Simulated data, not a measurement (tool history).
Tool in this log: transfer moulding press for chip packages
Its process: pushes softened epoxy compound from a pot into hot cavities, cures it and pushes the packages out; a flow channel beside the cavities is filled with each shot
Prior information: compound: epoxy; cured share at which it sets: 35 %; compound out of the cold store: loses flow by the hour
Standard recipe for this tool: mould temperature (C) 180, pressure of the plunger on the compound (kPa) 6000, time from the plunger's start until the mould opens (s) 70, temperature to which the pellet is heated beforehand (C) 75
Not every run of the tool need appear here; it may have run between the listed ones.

run	hour	mould temperature (C)	pressure of the plunger on the compound (kPa)	time from the plunger's start until the mould opens (s)	temperature to which the pellet is heated beforehand (C)	incoming compound's hours out of the cold store	length that the compound runs in the flow channel (mm)	greatest force on the pins that push the packages out (N)
1	0	180	6000	70	75	45.8	691	767
2	43.3	180	6000	70	75	47.4	688	764
3	99.2	180	6000	70	75	18.5	777	840
4	159.4	180	6000	70	75	36.4	715	828
5	205.3	180	6000	70	75	38.5	716	772
6	243.4	180	6000	70	75	27.5	744	825
7	271.6	180	6000	70	75	27.3	745	846
8	318.7	180	6000	70	75	14.8	792	881
9	363.2	180	6000	70	75	30.3	741	798
10	401.7	180	6000	70	75	29.7	736	823
11	435	180	4770	70	75	41.6	632	780
12	478.5	180	4770	70	75	15.7	700	865
13	537.1	180	6320	70	75	38.5	729	809
14	580.1	180	6320	70	75	25.7	768	838
15	611.7	174	6320	89	83	27.7	789	632
16	664.5	174	6320	89	83	12.5	844	686
17	703	174	6320	89	83	45.1	723	625
18	731.2	174	6320	89	83	22.4	804	648
19	781.7	181	6000	67	75	16.4	780	934
20	839.2	181	6000	67	75	23	771	860
21	880.3	181	5990	73	75	45.7	688	640
22	926	181	5990	73	75	24.5	758	683
23	973.1	181	5990	73	75	45.4	699	653
24	1003.6	181	5990	66	73	15.2	790	956
25	1067.6	186	6480	56	67	46.4	713	1028
26	1124.7	181	6760	76	69	23.8	802	643
27	1169.3	181	6760	76	69	42.1	745	593
28	1197.9	180	6890	101	75	11.9	875	446

Between the runs listed above, the log contained 23 entries, not reproduced here. Where in the sequence does each belong, and how does what the log doesn't record of the tool's condition differ from the listed run before to the listed run after?
Run 2 -> run 3: cavities cleaned with cleaning compound and waxed (hour 48.9); mould's thermocouples calibrated (hour 55.1)
  true mould temperature over the reading, C: 0.02 -> 0; pressure that reaches the compound, % of what is set: 99.96 -> 99.93; grip of the stained cavities, % over clean ones': 0.8 -> 0.7
Run 3 -> run 4: cavities cleaned with cleaning compound and waxed (hour 112.7)
  pressure that reaches the compound, % of what is set: 99.93 -> 99.9
Run 4 -> run 5: cavities cleaned with cleaning compound and waxed (hour 174.9)
  pressure that reaches the compound, % of what is set: 99.9 -> 99.88; grip of the stained cavities, % over clean ones': 0.7 -> 0.5
Run 5 -> run 6: cavities cleaned with cleaning compound and waxed (hour 239)
  pressure that reaches the compound, % of what is set: 99.88 -> 99.86; grip of the stained cavities, % over clean ones': 0.5 -> 0.1
Run 7 -> run 8: cavities cleaned with cleaning compound and waxed (hour 303.9)
  pressure that reaches the compound, % of what is set: 99.84 -> 99.82; grip of the stained cavities, % over clean ones': 0.5 -> 0.3
Run 8 -> run 9: plunger's sealing rings changed (hour 337.7)
  pressure that reaches the compound, % of what is set: 99.82 -> 99.98; grip of the stained cavities, % over clean ones': 0.3 -> 0.8
Run 9 -> run 10: cavities cleaned with cleaning compound and waxed (hour 370)
  pressure that reaches the compound, % of what is set: 99.98 -> 99.96; grip of the stained cavities, % over clean ones': 0.8 -> 0.5
Run 10 -> run 11: cavities cleaned with cleaning compound and waxed (hour 434.7)
  pressure that reaches the compound, % of what is set: 99.96 -> 99.94; grip of the stained cavities, % over clean ones': 0.5 -> 0.1
Run 12 -> run 13: cavities cleaned with cleaning compound and waxed (hour 498.4)
  true mould temperature over the reading, C: 0 -> 0.01; pressure that reaches the compound, % of what is set: 99.92 -> 99.89; grip of the stained cavities, % over clean ones': 0.7 -> 0.6
Run 13 -> run 14: cavities cleaned with cleaning compound and waxed (hour 564.1)
  pressure that reaches the compound, % of what is set: 99.89 -> 99.86; grip of the stained cavities, % over clean ones': 0.6 -> 0.3
Run 15 -> run 16: cavities cleaned with cleaning compound and waxed (hour 626.8)
  pressure that reaches the compound, % of what is set: 99.85 -> 99.82; grip of the stained cavities, % over clean ones': 0.7 -> 0.6
Run 16 -> run 17: plunger's sealing rings changed (hour 689.9); cavities cleaned with cleaning compound and waxed (hour 691.4)
  pressure that reaches the compound, % of what is set: 99.82 -> 99.99; grip of the stained cavities, % over clean ones': 0.6 -> 0.2
Run 18 -> run 19: cavities cleaned with cleaning compound and waxed (hour 755.1)
  pressure that reaches the compound, % of what is set: 99.98 -> 99.95; grip of the stained cavities, % over clean ones': 0.6 -> 0.5
Run 19 -> run 20: cavities cleaned with cleaning compound and waxed (hour 820.8)
  pressure that reaches the compound, % of what is set: 99.95 -> 99.92; grip of the stained cavities, % over clean ones': 0.5 -> 0.4
Run 21 -> run 22: cavities cleaned with cleaning compound and waxed (hour 884.8)
  pressure that reaches the compound, % of what is set: 99.89 -> 99.87; grip of the stained cavities, % over clean ones': 0.8 -> 0.7
Run 22 -> run 23: cavities cleaned with cleaning compound and waxed (hour 947.9)
  pressure that reaches the compound, % of what is set: 99.87 -> 99.84; grip of the stained cavities, % over clean ones': 0.7 -> 0.5
Run 24 -> run 25: cavities cleaned with cleaning compound and waxed (hour 1013.1); mould's thermocouples calibrated (hour 1023.7); plunger's sealing rings changed (hour 1045.3)
  true mould temperature over the reading, C: 0.01 -> 0; pressure that reaches the compound, % of what is set: 99.83 -> 99.98; grip of the stained cavities, % over clean ones': 0.8 -> 0.7
Run 25 -> run 26: cavities cleaned with cleaning compound and waxed (hour 1079.4)
  pressure that reaches the compound, % of what is set: 99.98 -> 99.95
Run 26 -> run 27: cavities cleaned with cleaning compound and waxed (hour 1142.4)
  pressure that reaches the compound, % of what is set: 99.95 -> 99.92; grip of the stained cavities, % over clean ones': 0.7 -> 0.5
